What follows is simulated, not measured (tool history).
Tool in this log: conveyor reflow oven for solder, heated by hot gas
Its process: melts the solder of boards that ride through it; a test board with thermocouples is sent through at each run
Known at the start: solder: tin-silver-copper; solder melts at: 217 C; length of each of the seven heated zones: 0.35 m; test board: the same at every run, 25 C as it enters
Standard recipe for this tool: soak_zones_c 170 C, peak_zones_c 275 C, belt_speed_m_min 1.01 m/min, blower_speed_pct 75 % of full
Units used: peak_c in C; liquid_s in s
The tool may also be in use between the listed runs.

run 1 hour=0.0 | soak_zones_c=170 peak_zones_c=275 belt_speed_m_min=1.01 blower_speed_pct=75 | peak_c=248.8 liquid_s=29.2
run 2 hour=85.7 | soak_zones_c=170 peak_zones_c=275 belt_speed_m_min=1.01 blower_speed_pct=75 | peak_c=248.4 liquid_s=26.9
-- hour=104.9 flux residue cleaned out of gas plates and filters
run 3 hour=153.0 | soak_zones_c=170 peak_zones_c=269 belt_speed_m_min=1.01 blower_speed_pct=75 | peak_c=237.7 liquid_s=21.6
run 4 hour=215.7 | soak_zones_c=170 peak_zones_c=275 belt_speed_m_min=1.01 blower_speed_pct=75 | peak_c=242.9 liquid_s=24.0
-- hour=254.8 flux residue cleaned out of gas plates and filters, once more
run 5 hour=296.9 | soak_zones_c=170 peak_zones_c=275 belt_speed_m_min=1.01 blower_speed_pct=75 | peak_c=254.4 liquid_s=30.8
run 6 hour=374.9 | soak_zones_c=170 peak_zones_c=275 belt_speed_m_min=1.01 blower_speed_pct=75 | peak_c=253.0 liquid_s=31.9
run 7 hour=461.9 | soak_zones_c=170 peak_zones_c=275 belt_speed_m_min=1.01 blower_speed_pct=75 | peak_c=252.6 liquid_s=31.1
-- hour=542.4 thermocouples of zones 6 and 7 changed
run 8 hour=560.5 | soak_zones_c=170 peak_zones_c=275 belt_speed_m_min=1.01 blower_speed_pct=75 | peak_c=253.9 liquid_s=29.7
run 9 hour=634.8 | soak_zones_c=170 peak_zones_c=275 belt_speed_m_min=1.01 blower_speed_pct=75 | peak_c=252.7 liquid_s=30.9
run 10 hour=720.2 | soak_zones_c=170 peak_zones_c=275 belt_speed_m_min=1.01 blower_speed_pct=75 | peak_c=251.8 liquid_s=29.2
run 11 hour=766.7 | soak_zones_c=170 peak_zones_c=275 belt_speed_m_min=1.01 blower_speed_pct=75 | peak_c=251.7 liquid_s=29.5
run 12 hour=825.3 | soak_zones_c=170 peak_zones_c=275 belt_speed_m_min=1.01 blower_speed_pct=75 | peak_c=250.5 liquid_s=29.3
run 13 hour=896.5 | soak_zones_c=170 peak_zones_c=275 belt_speed_m_min=0.82 blower_speed_pct=75 | peak_c=257.9 liquid_s=40.1
run 14 hour=979.1 | soak_zones_c=170 peak_zones_c=275 belt_speed_m_min=1.15 blower_speed_pct=75 | peak_c=243.9 liquid_s=21.8
run 15 hour=1022.6 | soak_zones_c=170 peak_zones_c=275 belt_speed_m_min=1.15 blower_speed_pct=75 | peak_c=243.8 liquid_s=22.2
-- hour=1052.3 flux residue cleaned out of gas plates and filters
run 16 hour=1104.6 | soak_zones_c=174 peak_zones_c=288 belt_speed_m_min=1.00 blower_speed_pct=87 | peak_c=269.2 liquid_s=37.9
-- hour=1203.9 belt drive overhauled, speed set with a stopwatch
run 17 hour=1203.9 | soak_zones_c=174 peak_zones_c=288 belt_speed_m_min=1.00 blower_speed_pct=76 | peak_c=265.1 liquid_s=34.8
run 18 hour=1277.0 | soak_zones_c=183 peak_zones_c=275 belt_speed_m_min=1.01 blower_speed_pct=75 | peak_c=254.9 liquid_s=33.3
run 19 hour=1371.9 | soak_zones_c=183 peak_zones_c=275 belt_speed_m_min=1.01 blower_speed_pct=75 | peak_c=253.8 liquid_s=33.6
run 20 hour=1448.3 | soak_zones_c=183 peak_zones_c=275 belt_speed_m_min=1.01 blower_speed_pct=75 | peak_c=253.4 liquid_s=31.5
run 21 hour=1489.8 | soak_zones_c=159 peak_zones_c=275 belt_speed_m_min=1.01 blower_speed_pct=76 | peak_c=247.6 liquid_s=26.1
run 22 hour=1588.8 | soak_zones_c=159 peak_zones_c=275 belt_speed_m_min=1.00 blower_speed_pct=76 | peak_c=247.9 liquid_s=26.0
run 23 hour=1669.2 | soak_zones_c=161 peak_zones_c=277 belt_speed_m_min=1.00 blower_speed_pct=52 | peak_c=241.5 liquid_s=21.0
run 24 hour=1735.5 | soak_zones_c=161 peak_zones_c=277 belt_speed_m_min=1.00 blower_speed_pct=52 | peak_c=241.4 liquid_s=21.3
run 25 hour=1797.6 | soak_zones_c=161 peak_zones_c=277 belt_speed_m_min=1.00 blower_speed_pct=52 | peak_c=240.2 liquid_s=22.4
-- hour=1852.2 flux residue cleaned out of gas plates and filters
-- hour=1895.1 thermocouples of zones 6 and 7 changed
run 26 hour=1905.8 | soak_zones_c=162 peak_zones_c=275 belt_speed_m_min=1.01 blower_speed_pct=75 | peak_c=254.1 liquid_s=29.2
run 27 hour=1971.3 | soak_zones_c=170 peak_zones_c=275 belt_speed_m_min=1.05 blower_speed_pct=75 | peak_c=251.9 liquid_s=29.1
run 28 hour=2024.8 | soak_zones_c=163 peak_zones_c=275 belt_speed_m_min=1.05 blower_speed_pct=63 | peak_c=247.2 liquid_s=24.3
run 29 hour=2104.4 | soak_zones_c=163 peak_zones_c=275 belt_speed_m_min=1.05 blower_speed_pct=63 | peak_c=247.5 liquid_s=25.1

Alternative continuations, all from the tool just after run 29; predict every row:
run A hour=2191.1 | soak_zones_c=158 peak_zones_c=275 belt_speed_m_min=1.01 blower_speed_pct=75 | peak_c=? liquid_s=?
run B hour=2191.1 | soak_zones_c=170 peak_zones_c=275 belt_speed_m_min=1.17 blower_speed_pct=63 | peak_c=? liquid_s=?
run C hour=2191.1 | soak_zones_c=162 peak_zones_c=287 belt_speed_m_min=1.05 blower_speed_pct=85 | peak_c=? liquid_s=?

run=A peak_c=250.5 liquid_s=27.2
run=B peak_c=243.4 liquid_s=20.6
run=C peak_c=263.2 liquid_s=31.6
With no hidden state in the tool, these same runs would have given:
run=A peak_c=253.2 liquid_s=28.3
run=B peak_c=246.0 liquid_s=21.9
run=C peak_c=266.2 liquid_s=32.3
